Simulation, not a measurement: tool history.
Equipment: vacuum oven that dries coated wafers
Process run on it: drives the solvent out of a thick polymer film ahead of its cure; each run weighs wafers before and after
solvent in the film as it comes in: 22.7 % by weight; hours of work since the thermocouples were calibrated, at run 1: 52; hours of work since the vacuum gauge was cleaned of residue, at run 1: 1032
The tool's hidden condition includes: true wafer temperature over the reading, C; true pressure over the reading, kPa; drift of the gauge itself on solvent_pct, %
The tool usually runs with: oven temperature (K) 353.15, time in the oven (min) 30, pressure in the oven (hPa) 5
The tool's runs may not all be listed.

| run | hour | oven temperature (K) | time in the oven (min) | pressure in the oven (hPa) | hours of work since the thermocouples were calibrated | hours of work since the vacuum gauge was cleaned of residue | solvent left in the film (%) |
|---|---|---|---|---|---|---|---|
| 1 | 0 | 353.15 | 30 | 5 | 52 | 1032 | 2.08 |
| 2 | 49.3 | 353.15 | 30 | 5 | 91 | 1071 | 2.06 |
| 3 | 109.6 | 353.15 | 30 | 5 | 138 | 1119 | 2.02 |
| 4 | 144.6 | 360.15 | 30 | 5 | 166 | 1146 | 0.71 |
| 5 | 203 | 360.15 | 53 | 5 | 212 | 1192 | 0.31 |
|  | 279.1 | vacuum gauge cleaned of residue and calibrated |
| 6 | 283.2 | 360.15 | 53 | 5 | 274 | 3 | 0.21 |
| 7 | 342.3 | 360.15 | 53 | 5 | 320 | 50 | 0.17 |
| 8 | 419.5 | 360.15 | 53 | 5 | 381 | 110 | 0.15 |
| 9 | 475.5 | 360.15 | 53 | 8.31 | 425 | 154 | 0.3 |
| 10 | 510.7 | 345.15 | 30 | 5 | 452 | 182 | 4.49 |
| 11 | 572.5 | 353.15 | 30 | 8.45 | 501 | 231 | 1.93 |
| 12 | 647 | 353.15 | 30 | 5 | 559 | 289 | 1.73 |
| 13 | 706.5 | 353.15 | 30 | 4.21 | 606 | 336 | 1.71 |
| 14 | 771.6 | 353.15 | 30 | 4.21 | 657 | 387 | 1.69 |
| 15 | 849.2 | 353.15 | 30 | 5 | 718 | 448 | 1.66 |
| 16 | 902.4 | 353.15 | 30 | 5 | 760 | 490 | 1.71 |
| 17 | 955.3 | 353.15 | 30 | 3.17 | 802 | 531 | 1.65 |
| 18 | 999.9 | 353.15 | 30 | 3.17 | 837 | 566 | 1.58 |
| 19 | 1060.5 | 353.15 | 30 | 6.88 | 884 | 614 | 1.74 |
| 20 | 1095.1 | 353.15 | 30 | 6.88 | 911 | 641 | 1.71 |
| 21 | 1176.1 | 353.15 | 30 | 5 | 975 | 705 | 1.59 |
| 22 | 1215.7 | 353.15 | 30 | 5 | 1006 | 736 | 1.54 |
|  | 1221.4 | oven's thermocouples calibrated |
| 23 | 1276.2 | 341.15 | 30 | 5 | 43 | 782 | 5.56 |
| 24 | 1342.3 | 341.15 | 30 | 5 | 95 | 834 | 5.64 |
| 25 | 1404.7 | 355.15 | 30 | 14.01 | 144 | 883 | 1.44 |
| 26 | 1483.1 | 355.15 | 30 | 14.01 | 206 | 944 | 1.42 |
| 27 | 1551.6 | 350.15 | 36 | 11.2 | 259 | 998 | 1.81 |
|  | 1598.8 | oven's thermocouples calibrated, once more |
| 28 | 1610.7 | 359.15 | 24 | 7.45 | 9 | 1043 | 1.58 |
| 29 | 1645 | 338.15 | 52 | 7.37 | 36 | 1070 | 4.71 |
| 30 | 1695.6 | 353.15 | 20 | 11.01 | 76 | 1110 | 4.31 |
| 31 | 1732.5 | 353.15 | 26 | 6.36 | 105 | 1139 | 2.64 |
| 32 | 1793.5 | 353.15 | 22 | 6.36 | 153 | 1187 | 3.45 |
| 33 | 1843.2 | 353.15 | 22 | 4.45 | 192 | 1226 | 3.49 |
|  | 1878 | vacuum gauge cleaned of residue and calibrated |
| 34 | 1888.2 | 353.15 | 22 | 4.45 | 226 | 8 | 3.24 |
| 35 | 1943.5 | 353.15 | 35 | 12.97 | 270 | 51 | 1.59 |
| 36 | 2024 | 353.15 | 21 | 12.97 | 333 | 115 | 3.77 |
| 37 | 2095.6 | 353.15 | 21 | 12.97 | 389 | 171 | 3.69 |
| 38 | 2168.7 | 353.15 | 15 | 5 | 447 | 228 | 5.52 |
| 39 | 2224 | 353.15 | 15 | 5 | 490 | 272 | 5.42 |
| 40 | 2296.3 | 353.15 | 15 | 5 | 547 | 329 | 5.49 |
| 41 | 2359.5 | 353.15 | 15 | 5 | 596 | 378 | 5.5 |
| 42 | 2407.5 | 353.15 | 15 | 5 | 634 | 416 | 5.39 |
| 43 | 2490.2 | 353.15 | 17 | 5 | 699 | 481 | 4.5 |
| 44 | 2525.2 | 353.15 | 37 | 5 | 727 | 508 | 1.02 |
| 45 | 2580.1 | 353.15 | 37 | 5 | 770 | 552 | 1.01 |
| 46 | 2645.2 | 341.15 | 15 | 5 | 821 | 603 | 10.52 |
| 47 | 2703.2 | 365.15 | 25 | 4.5 | 866 | 648 | 0.4 |
| 48 | 2762.6 | 359.15 | 22 | 6.11 | 913 | 695 | 1.45 |

Per-run results on a tool with no hidden state, each run keeping its own random variation:
| run | solvent left in the film (%) |
|---|---|
| 1 | 1.98 |
| 2 | 1.97 |
| 3 | 1.94 |
| 4 | 0.61 |
| 5 | 0.17 |
| 6 | 0.22 |
| 7 | 0.17 |
| 8 | 0.16 |
| 9 | 0.3 |
| 10 | 4.85 |
| 11 | 2.15 |
| 12 | 1.96 |
| 13 | 1.96 |
| 14 | 1.95 |
| 15 | 1.93 |
| 16 | 2 |
| 17 | 1.94 |
| 18 | 1.88 |
| 19 | 2.05 |
| 20 | 2.04 |
| 21 | 1.92 |
| 22 | 1.88 |
| 23 | 6.46 |
| 24 | 6.59 |
| 25 | 1.82 |
| 26 | 1.82 |
| 27 | 2.32 |
| 28 | 1.49 |
| 29 | 4.54 |
| 30 | 4.28 |
| 31 | 2.58 |
| 32 | 3.44 |
| 33 | 3.5 |
| 34 | 3.44 |
| 35 | 1.71 |
| 36 | 4.03 |
| 37 | 3.98 |
| 38 | 5.89 |
| 39 | 5.82 |
| 40 | 5.92 |
| 41 | 5.96 |
| 42 | 5.86 |
| 43 | 4.98 |
| 44 | 1.18 |
| 45 | 1.17 |
| 46 | 11.07 |
| 47 | 0.44 |
| 48 | 1.73 |
